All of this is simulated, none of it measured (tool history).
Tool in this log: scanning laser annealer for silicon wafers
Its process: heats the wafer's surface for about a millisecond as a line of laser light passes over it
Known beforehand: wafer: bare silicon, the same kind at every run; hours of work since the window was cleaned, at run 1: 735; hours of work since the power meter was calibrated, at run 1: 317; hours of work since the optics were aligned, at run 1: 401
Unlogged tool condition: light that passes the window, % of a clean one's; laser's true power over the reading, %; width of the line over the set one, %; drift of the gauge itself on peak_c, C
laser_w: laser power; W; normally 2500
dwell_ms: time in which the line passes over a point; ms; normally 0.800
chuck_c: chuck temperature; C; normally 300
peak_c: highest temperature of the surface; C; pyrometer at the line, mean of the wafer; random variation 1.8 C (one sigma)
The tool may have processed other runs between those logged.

run   hour  laser_w  dwell_ms  chuck_c  hours of work since the window was cleaned  hours of work since the power meter was calibrated  hours of work since the optics were aligned  peak_c
  1    0.0     2500     0.800      300                                         735                                                 317                                          401    1012
  2   15.8     2500     0.800      300                                         746                                                 329                                          412    1014
  3   34.6     2500     0.858      300                                         760                                                 342                                          426    1041
  4   53.9     2500     0.858      300                                         774                                                 356                                          439    1043
      75.2  -- window over the wafer cleaned
  5   76.7     2500     0.858      300                                           1                                                 370                                          454    1042
  6  100.7     2500     0.800      273                                          18                                                 388                                          471     984
  7  113.2     2500     0.800      273                                          27                                                 396                                          480     982
  8  133.0     2500     0.800      273                                          41                                                 411                                          494     983
  9  156.7     2193     0.800      300                                          58                                                 427                                          511     905
 10  176.9     2193     0.800      300                                          72                                                 442                                          526     905
 11  195.3     2490     0.800      300                                          86                                                 455                                          539    1006
 12  216.9     2491     0.800      330                                         101                                                 470                                          554    1040
 13  232.1     2443     0.607      317                                         112                                                 481                                          565     907
 14  259.1     2443     0.607      317                                         131                                                 500                                          584     907
 15  287.8     2575     0.800      300                                         151                                                 521                                          604    1040
 16  308.0     2575     0.945      300                                         166                                                 535                                          619    1114
 17  324.8     2471     0.727      287                                         178                                                 547                                          631     955
 18  338.0     2371     0.679      300                                         187                                                 557                                          640     905
 19  366.6     2671     0.593      334                                         208                                                 577                                          661     986

Predict the results of run 20:
 20  388.4     2671     0.593      334                                         223                                                 592                                          676       ?

{"run 20": {"peak_c": 986}}
Had the tool carried no hidden state, the very same run would have given peak_c 986 C.
